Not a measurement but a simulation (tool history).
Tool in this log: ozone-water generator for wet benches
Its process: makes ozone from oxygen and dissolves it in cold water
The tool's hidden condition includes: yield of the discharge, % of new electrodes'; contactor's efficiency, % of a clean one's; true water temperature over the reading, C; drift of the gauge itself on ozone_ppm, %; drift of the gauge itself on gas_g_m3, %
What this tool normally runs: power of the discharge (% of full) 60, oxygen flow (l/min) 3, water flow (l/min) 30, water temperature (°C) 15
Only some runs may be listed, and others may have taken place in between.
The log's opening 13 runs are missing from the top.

run	hour	power of the discharge (% of full)	oxygen flow (l/min)	water flow (l/min)	water temperature (°C)	hours of work since the electrodes were changed	hours of work since the contactor was cleaned	hours of work since the thermometer was calibrated	dissolved ozone (ppm)	ozone in the gas ahead of the water (g/m3)
14	2013.1	60	3	30	15	6926	512	1977	10	206
15	2158	60	3	36	15	7069	655	2120	8.3	206.7
16	2273	60	3	36	15	7182	768	2233	7.9	204.6
# hour 2429.2: electrodes of the discharge changed
17	2495.3	60	3	36	15	65	981	2446	8.1	204.7
18	2646.4	60	3	23	11	214	1130	2594	13.4	208.3
19	2746.1	46	2.92	30	10	312	1228	2692	8.9	182.8
20	2932.4	46	2.66	30	11	495	1411	2876	8.9	192.8
21	3118.1	60	3	45	22	678	1594	3058	6.1	207.7
22	3343.4	60	3.65	30	15	900	1815	3280	10.4	183.1
23	3441.1	60	5.01	30	19	996	1912	3376	10	147.4
24	3621.9	60	5.01	30	19	1174	2089	3554	9.8	147.4
25	3807.7	49	3	30	15	1357	2272	3737	8.7	186
26	3907	49	3	30	15	1454	2370	3835	9.1	185.3
27	4028.1	94	3	30	18	1573	2489	3954	12.5	264.9
# hour 4099.8: water thermometer calibrated
28	4158.3	60	3.94	30	15	1701	2617	58	10.4	173.4
# hour 4239.2: contactor cleaned
29	4365.4	60	3.94	30	14	1901	124	257	10.2	173.8
30	4474	60	2.76	30	8	2008	231	364	10.1	218.5
31	4683.2	96	3	30	18	2214	437	570	12.4	265.1
32	4794.9	96	3	30	18	2324	547	680	12.5	266.3
33	4948.6	60	3	27	9	2475	698	831	11.6	204.6
34	5094.5	62	1.99	25	17	2618	842	975	11.5	274.4

What if the next run were any one of these 3? Each begins from the tool's condition after run 34:
A	5235.9	42	3	26	9	2758	981	1114	?	?
B	5235.9	78	1.99	39	17	2758	981	1114	?	?
C	5235.9	82	1.99	25	17	2758	981	1114	?	?

run	dissolved ozone (ppm)	ozone in the gas ahead of the water (g/m3)
A	10.1	168.7
B	7.9	311.2
C	13.3	316
Stripped of hidden state, with their random variation kept, the same runs would have yielded:
run	dissolved ozone (ppm)	ozone in the gas ahead of the water (g/m3)
A	10.1	168.9
B	8	311.7
C	13.3	316.5
